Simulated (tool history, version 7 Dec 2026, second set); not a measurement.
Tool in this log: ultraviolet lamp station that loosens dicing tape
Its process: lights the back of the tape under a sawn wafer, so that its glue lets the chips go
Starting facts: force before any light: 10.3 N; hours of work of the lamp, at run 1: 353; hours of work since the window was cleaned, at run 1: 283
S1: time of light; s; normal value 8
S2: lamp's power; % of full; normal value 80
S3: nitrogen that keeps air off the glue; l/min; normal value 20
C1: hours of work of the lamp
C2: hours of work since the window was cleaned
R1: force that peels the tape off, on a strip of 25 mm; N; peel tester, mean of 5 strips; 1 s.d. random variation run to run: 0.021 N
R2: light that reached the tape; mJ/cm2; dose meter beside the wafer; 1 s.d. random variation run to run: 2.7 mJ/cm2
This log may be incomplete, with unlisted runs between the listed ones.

run	hour	S1	S2	S3	C1	C2	R1	R2
1	0	8	80	20	353	283	1.454	292
2	23.5	8	80	25	363	293	1.246	295
3	61.8	8	80	25	380	310	1.31	291
# hour 98.1: window cleaned of glue's vapour
4	103.5	8	80	25	398	2	1.038	316
5	131.7	8	80	25	411	15	1.047	315
6	162.2	8	80	25	424	28	1.113	313
7	212.4	8	80	25	446	50	1.133	312
8	235.9	8	80	25	457	61	1.16	310
9	264.5	8	80	20	469	73	1.353	308
10	300.9	8	80	20	485	89	1.368	303
11	331.2	6	80	20	499	103	2.259	222
12	377.7	8	80	20	519	123	1.424	297
13	406.3	8	80	20	532	136	1.462	297
14	448.7	8	80	20	551	154	1.463	289
15	474.6	8	62	20	562	166	2.242	226
16	510.2	9	81	20	578	182	1.128	327
17	535	8	80	20	589	192	1.522	281
18	591	7	63	20	613	217	2.753	193
19	638.1	8	80	12	634	238	2.301	280
20	688.5	8	80	12	656	260	2.269	270
21	746.5	8	80	12	682	286	2.367	273
22	793.4	6	80	12	702	306	3.332	199
23	821.6	6	80	35	715	319	2.005	199
# hour 838.1: window cleaned of glue's vapour
24	871.9	6	80	35	737	15	1.763	218
25	912.3	5	67	9	755	33	4.887	150
26	944	8	81	9	768	47	2.352	288
27	988.3	8	91	9	788	66	2.133	324
28	1044.8	4	92	31	813	91	2.892	162

Consider 5 possible next runs. They are alternatives, not a sequence: every one starts from the tool as it was left by run 28. What does each give?
A	1094	8	80	15	835	113	?	?
B	1094	5	92	31	835	113	?	?
C	1094	7	80	8	835	113	?	?
D	1094	4	63	20	835	113	?	?
E	1094	4	76	31	835	113	?	?

run	R1	R2
A	1.882	274
B	2.146	200
C	3.248	239
D	4.91	108
E	3.663	135
Had the tool no hidden state, the same runs would have come out as:
run	R1	R2
A	1.241	347
B	1.449	252
C	2.424	303
D	4.041	136
E	2.796	170

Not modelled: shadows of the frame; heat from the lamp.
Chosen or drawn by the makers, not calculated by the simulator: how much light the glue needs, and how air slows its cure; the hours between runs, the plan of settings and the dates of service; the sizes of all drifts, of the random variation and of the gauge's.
